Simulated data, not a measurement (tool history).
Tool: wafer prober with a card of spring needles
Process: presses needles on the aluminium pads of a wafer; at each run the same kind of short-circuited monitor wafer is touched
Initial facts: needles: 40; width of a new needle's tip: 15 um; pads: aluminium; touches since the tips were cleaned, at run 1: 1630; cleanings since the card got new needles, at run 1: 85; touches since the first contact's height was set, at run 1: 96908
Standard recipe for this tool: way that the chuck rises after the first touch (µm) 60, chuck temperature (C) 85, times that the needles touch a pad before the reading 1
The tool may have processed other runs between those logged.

run   hour  way that the chuck rises after the first touch (µm)  chuck temperature (C)  times that the needles touch a pad before the reading  touches since the tips were cleaned  cleanings since the card got new needles  touches since the first contact's height was set  resistance of one needle with its contact and lead (mohm)  way that a needle slides on the pad (µm)
  1    0.0                                                   60                     85                                                      1                                 1630                                        85                                             96908                                                        177                                      9.77
       3.3  -- tips cleaned on abrasive film
       9.9  -- tips cleaned on abrasive film
      18.1  -- tips cleaned on abrasive film
      25.1  -- tips cleaned on abrasive film
  2   25.1                                                   60                     85                                                      1                                    0                                        89                                            106196                                                        175                                      9.90
      33.3  -- tips cleaned on abrasive film
      39.8  -- tips cleaned on abrasive film
  3   40.4                                                   60                     85                                                      1                                  221                                        91                                            111877                                                        175                                      9.80
      47.0  -- tips cleaned on abrasive film
      55.2  -- tips cleaned on abrasive film
  4   57.6                                                   60                     57                                                      1                                  927                                        93                                            118266                                                        171                                      9.85
      62.6  -- tips cleaned on abrasive film
      70.7  -- tips cleaned on abrasive film
  5   74.6                                                   60                     57                                                      1                                 1438                                        95                                            124560                                                        174                                      9.80
      77.9  -- tips cleaned on abrasive film
      84.4  -- tips cleaned on abrasive film
      92.6  -- tips cleaned on abrasive film
      99.2  -- tips cleaned on abrasive film
     105.7  -- tips cleaned on abrasive film
  6  106.1                                                   60                     41                                                      1                                  157                                       100                                            136238                                                        171                                      9.73
     112.7  -- tips cleaned on abrasive film
     120.9  -- tips cleaned on abrasive film
     129.0  -- tips cleaned on abrasive film
  7  132.4                                                   60                     41                                                      1                                 1241                                       103                                            145976                                                        170                                      9.85
     135.7  -- tips cleaned on abrasive film
     137.6  -- height of the first contact set anew
     142.6  -- tips cleaned on abrasive film
     150.7  -- tips cleaned on abrasive film
  8  156.5                                                   60                     41                                                      1                                 2201                                       106                                              7039                                                        168                                      9.87
     158.3  -- tips cleaned on abrasive film
     166.4  -- tips cleaned on abrasive film
     174.6  -- tips cleaned on abrasive film
  9  179.1                                                   60                     41                                                      1                                 1683                                       109                                             15398                                                        169                                      9.80
     182.4  -- tips cleaned on abrasive film
     190.5  -- tips cleaned on abrasive film
     198.6  -- tips cleaned on abrasive film
 10  201.0                                                   60                     41                                                      1                                  881                                       112                                             23514                                                        169                                      9.79
     205.9  -- tips cleaned on abrasive film
     214.1  -- tips cleaned on abrasive film
     220.7  -- tips cleaned on abrasive film
     228.8  -- tips cleaned on abrasive film
     237.0  -- tips cleaned on abrasive film
 11  237.3                                                   60                     41                                                      1                                  115                                       117                                             36963                                                        167                                      9.73
     243.8  -- tips cleaned on abrasive film
     252.0  -- tips cleaned on abrasive film
     260.2  -- tips cleaned on abrasive film
 12  262.5                                                   60                     41                                                      1                                  871                                       120                                             46331                                                        166                                      9.87
     267.4  -- tips cleaned on abrasive film
     274.0  -- tips cleaned on abrasive film
     282.2  -- tips cleaned on abrasive film
     290.3  -- tips cleaned on abrasive film
     298.5  -- tips cleaned on abrasive film
 13  299.0                                                   60                     59                                                      1                                  192                                       125                                             59873                                                        172                                      9.80
     305.5  -- tips cleaned on abrasive film
     313.7  -- tips cleaned on abrasive film
     320.2  -- tips cleaned on abrasive film
     328.4  -- tips cleaned on abrasive film
     335.0  -- tips cleaned on abrasive film
 14  336.9                                                   60                     59                                                      1                                  726                                       130                                             73928                                                        172                                      9.82
     341.9  -- tips cleaned on abrasive film
     348.4  -- tips cleaned on abrasive film
     355.0  -- tips cleaned on abrasive film
 15  355.2                                                   72                     85                                                      1                                   96                                       133                                             80701                                                        170                                     11.75

Estimate the outcome of run 16 from the log above:
     361.8  -- tips cleaned on abrasive film
     368.4  -- tips cleaned on abrasive film
     376.5  -- tips cleaned on abrasive film
     383.1  -- tips cleaned on abrasive film
     389.7  -- tips cleaned on abrasive film
 16  389.7                                                   72                     85                                                      1                                    0                                       138                                             93458                                                          ?                                         ?

Run 16 yielded resistance of one needle with its contact and lead (mohm) 174, way that a needle slides on the pad (µm) 11.83.
On a tool with no hidden condition, and with the same random variation, this run would have come out at resistance of one needle with its contact and lead (mohm) 174, way that a needle slides on the pad (µm) 11.83.

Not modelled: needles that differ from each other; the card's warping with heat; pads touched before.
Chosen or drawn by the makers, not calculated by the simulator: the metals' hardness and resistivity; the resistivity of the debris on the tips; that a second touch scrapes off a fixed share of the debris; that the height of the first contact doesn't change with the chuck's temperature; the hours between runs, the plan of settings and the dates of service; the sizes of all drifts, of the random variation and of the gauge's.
